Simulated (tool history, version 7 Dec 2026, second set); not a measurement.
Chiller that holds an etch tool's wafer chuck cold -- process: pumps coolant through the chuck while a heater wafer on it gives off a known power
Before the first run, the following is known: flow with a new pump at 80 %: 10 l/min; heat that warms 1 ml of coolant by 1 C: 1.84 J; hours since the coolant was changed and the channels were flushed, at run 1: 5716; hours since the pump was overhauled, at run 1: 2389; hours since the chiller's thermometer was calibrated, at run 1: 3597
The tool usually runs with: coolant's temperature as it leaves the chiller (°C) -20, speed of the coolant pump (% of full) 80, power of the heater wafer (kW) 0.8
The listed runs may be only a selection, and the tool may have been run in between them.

run,hour,coolant's temperature as it leaves the chiller (°C),speed of the coolant pump (% of full),power of the heater wafer (kW),hours since the coolant was changed and the channels were flushed,hours since the pump was overhauled,hours since the chiller's thermometer was calibrated,chuck's temperature once it has settled (°C),how much warmer the coolant comes back (C)
1,0,-20,80,0.8,5716,2389,3597,-11.8,2.6
2,54.4,-20,80,0.927,5770,2443,3651,-10.4,3.01
# hour 62.2: chiller's thermometer calibrated
3,95,-20,95,0.8,5810,2483,33,-12.7,2.17
4,148.2,-20,76,0.8,5863,2536,86,-11.4,2.73
5,197.5,-20,76,0.8,5912,2585,135,-11.3,2.71
6,238.9,-20,80,0.496,5954,2626,177,-14.8,1.58
7,279.7,-20,80,0.496,5994,2667,217,-14.8,1.64
8,339.9,-20,95,0.8,6055,2727,278,-12.8,2.21
9,386.9,-20,87,0.8,6102,2774,325,-12.1,2.34
10,448.6,-20,80,0.8,6163,2836,386,-11.9,2.62
11,495,-20,80,0.8,6210,2883,433,-11.6,2.65
12,535.5,-20,80,0.8,6250,2923,473,-11.6,2.62
13,585.2,-22,80,0.8,6300,2973,523,-13.5,2.6
14,629.6,-22,80,0.8,6344,3017,567,-13.6,2.6
15,664.2,-22,80,0.8,6379,3052,602,-13.7,2.6
16,735.6,-22,80,0.8,6450,3123,673,-13.6,2.63
17,790.1,-22,80,0.8,6505,3178,728,-13.7,2.61
18,826.7,-22,80,0.8,6541,3214,764,-13.7,2.62
19,882.4,-21,82,1.051,6597,3270,820,-10.3,3.35
20,916.7,-21,82,1.051,6631,3304,855,-10.3,3.32
21,956.7,-20,72,0.8,6671,3344,895,-10.9,2.94
22,1028.4,-26,86,0.8,6743,3416,966,-18.1,2.49
23,1072.6,-26,86,0.8,6787,3460,1010,-17.9,2.49
24,1106.1,-29,86,0.8,6821,3494,1044,-21.1,2.43
25,1180.4,-18,66,1.18,6895,3568,1118,-3.9,4.61
26,1222.2,-22,82,0.8,6937,3610,1160,-13.8,2.5
27,1280.6,-20,88,0.503,6995,3668,1218,-15.1,1.5
28,1311.8,-18,80,0.867,7027,3699,1250,-8.7,2.78
29,1374.8,-18,80,0.867,7090,3762,1313,-9.1,2.82
30,1442.6,-18,99,0.407,7157,3830,1380,-14.5,1.08
31,1489,-22,82,0.544,7204,3877,1427,-16.2,1.72
32,1552.4,-22,82,0.544,7267,3940,1490,-16.4,1.73

Forecast each of these 4 alternatives for the next run:
A,1610.8,-11,62,0.544,7326,3998,1549,?,?
B,1610.8,-20,64,0.631,7326,3998,1549,?,?
C,1610.8,-23,84,0.818,7326,3998,1549,?,?
D,1610.8,-22,82,0.898,7326,3998,1549,?,?

run,chuck's temperature once it has settled (°C),how much warmer the coolant comes back (C)
A,-4,2.22
B,-12.3,2.55
C,-14.8,2.53
D,-12.7,2.86
Had the tool no hidden state, the same runs would have come out as:
run,chuck's temperature once it has settled (°C),how much warmer the coolant comes back (C)
A,-4.1,2.22
B,-12.3,2.55
C,-14.9,2.53
D,-12.7,2.85

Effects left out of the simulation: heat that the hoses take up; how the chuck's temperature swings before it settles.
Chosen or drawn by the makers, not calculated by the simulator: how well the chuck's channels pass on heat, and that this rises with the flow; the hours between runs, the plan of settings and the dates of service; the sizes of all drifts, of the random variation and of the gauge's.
